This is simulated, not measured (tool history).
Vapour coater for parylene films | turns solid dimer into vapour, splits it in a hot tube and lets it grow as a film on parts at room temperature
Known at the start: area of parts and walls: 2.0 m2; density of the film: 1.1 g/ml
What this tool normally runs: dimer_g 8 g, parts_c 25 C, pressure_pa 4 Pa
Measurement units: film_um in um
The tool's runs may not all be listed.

Run 1, hour 0: usual settings. Result: film_um 2.65 um.
Run 2, hour 13.4: usual settings. Result: film_um 2.59 um.
Run 3, hour 27.4: usual settings. Result: film_um 2.62 um.
Run 4, hour 35.5: usual settings but parts_c 24 C. Result: film_um 2.73 um.
Run 5, hour 48.1: usual settings but parts_c 17 C. Result: film_um 3.04 um.
Run 6, hour 58.9: usual settings but parts_c 17 C. Result: film_um 3.02 um.
Run 7, hour 71.8: usual settings but parts_c 17 C. Result: film_um 3.03 um.
Run 8, hour 84.2: usual settings but parts_c 20 C, pressure_pa 9.07 Pa. Result: film_um 2.51 um.
Run 9, hour 100.4: usual settings but dimer_g 4 g, parts_c 35 C, pressure_pa 9.6 Pa. Result: film_um 0.97 um.
Run 10, hour 108.2: usual settings but dimer_g 4 g, parts_c 35 C, pressure_pa 9.6 Pa. Result: film_um 0.96 um.
Run 11, hour 121.3: usual settings but dimer_g 7 g, parts_c 19 C, pressure_pa 8.19 Pa. Result: film_um 2.26 um.
Run 12, hour 137.1: usual settings but parts_c 27 C, pressure_pa 9.44 Pa. Result: film_um 2.26 um.
Run 13, hour 149.7: usual settings but dimer_g 4 g, parts_c 20 C, pressure_pa 9.44 Pa. Result: film_um 1.27 um.

Between the runs listed above, the log contained 2 entries, not reproduced here. Where in the sequence does each belong, and how does what the log doesn't record of the tool's condition differ from the listed run before to the listed run after?
Runs 7 to 8: table's thermometer calibrated (hour 74.4)
  vapour lost through the trap's worn valve, %: 2 -> 2.2; true temperature of the parts over the reading, C: 0.35 -> 0.43
  what was measured, less what the result would be without the hidden state, film_um: -0.08 -> -0.08 um
Runs 12 to 13: table's thermometer calibrated, once more (hour 149.6)
  vapour lost through the trap's worn valve, %: 2.9 -> 3.1; true temperature of the parts over the reading, C: 0.46 -> -0.02
  what was measured, less what the result would be without the hidden state, film_um: -0.08 -> -0.04 um

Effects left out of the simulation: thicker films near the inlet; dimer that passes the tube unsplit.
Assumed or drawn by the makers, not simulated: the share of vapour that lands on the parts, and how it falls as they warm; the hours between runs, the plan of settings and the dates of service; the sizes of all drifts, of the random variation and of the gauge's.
